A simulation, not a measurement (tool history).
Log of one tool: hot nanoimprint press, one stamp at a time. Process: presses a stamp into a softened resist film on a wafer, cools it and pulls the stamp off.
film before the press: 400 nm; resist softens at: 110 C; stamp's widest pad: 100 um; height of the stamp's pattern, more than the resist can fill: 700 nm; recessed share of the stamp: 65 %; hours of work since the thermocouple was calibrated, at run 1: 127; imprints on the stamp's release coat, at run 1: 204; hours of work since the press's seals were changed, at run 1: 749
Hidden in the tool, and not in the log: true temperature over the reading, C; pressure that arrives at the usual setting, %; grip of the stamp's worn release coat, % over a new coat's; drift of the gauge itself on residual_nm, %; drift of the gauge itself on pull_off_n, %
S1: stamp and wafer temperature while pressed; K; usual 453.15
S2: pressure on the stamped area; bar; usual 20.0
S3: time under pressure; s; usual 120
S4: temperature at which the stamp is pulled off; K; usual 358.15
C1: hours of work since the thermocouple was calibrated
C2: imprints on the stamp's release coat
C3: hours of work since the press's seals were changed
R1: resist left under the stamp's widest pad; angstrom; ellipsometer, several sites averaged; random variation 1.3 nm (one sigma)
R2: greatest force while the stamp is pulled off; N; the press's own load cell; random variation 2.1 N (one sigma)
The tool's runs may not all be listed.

run,day,S1,S2,S3,S4,C1,C2,C3,R1,R2
1,0.000,453.15,20.0,120,358.15,127,204,749,2047,132
2,1.167,453.15,18.5,120,358.15,143,322,765,2159,132
3,2.600,453.15,18.5,120,358.15,162,468,784,2165,135
4,3.917,453.15,18.5,120,358.15,180,602,802,2179,140
5,5.108,453.15,20.0,120,358.15,195,723,817,2085,144
# day 5.792: stamp cleaned and given a new release coat
6,6.162,453.15,20.0,120,358.15,206,38,828,2097,127
7,7.738,453.15,20.0,120,358.15,227,197,849,2104,130
8,8.600,453.15,20.0,120,358.15,239,285,861,2124,138
9,9.588,442.15,20.0,120,358.15,252,386,874,2919,137
10,10.654,453.15,20.0,151,358.15,266,494,888,1952,139
11,11.892,453.15,20.0,120,343.15,282,620,904,2121,155
# day 13.625: stamp cleaned and given a new release coat
12,13.896,453.15,20.0,120,358.15,306,27,928,2132,130
13,15.221,453.15,20.0,120,358.15,324,162,946,2140,137
14,16.183,453.15,20.0,120,358.15,336,260,958,2137,134
15,16.967,453.15,20.0,120,358.15,347,339,969,2144,133
16,18.079,447.15,20.0,120,366.15,362,452,984,2608,132
17,19.175,453.15,20.4,120,351.15,376,564,998,2116,144
18,20.675,455.15,20.4,120,347.15,396,716,1018,1994,147
# day 21.138: plate thermocouple calibrated
# day 21.579: stamp cleaned and given a new release coat
19,22.221,455.15,24.1,120,352.15,11,65,1034,1886,136
20,23.862,455.15,24.1,120,352.15,33,232,1056,1903,142
# day 24.600: plate thermocouple calibrated, once more
21,25.212,453.15,20.0,65,358.15,8,356,1072,2472,134
22,26.846,449.15,21.4,153,363.15,30,522,1094,2126,137
23,27.775,449.15,21.4,153,363.15,42,617,1106,2124,134
# day 29.567: stamp cleaned and given a new release coat
24,29.800,449.15,21.4,153,363.15,66,24,1130,2125,123
25,30.575,449.15,21.4,153,349.15,76,103,1140,2156,135
26,32.125,449.15,21.4,153,349.15,97,261,1161,2119,140

Forecast run 27:
27,33.567,449.15,21.4,153,349.15,116,407,1180,?,?

Run 27 gave R1 2154 angstrom, R2 144 N.
Without the tool's hidden state the same run would have given R1 2059 angstrom, R2 136 N.
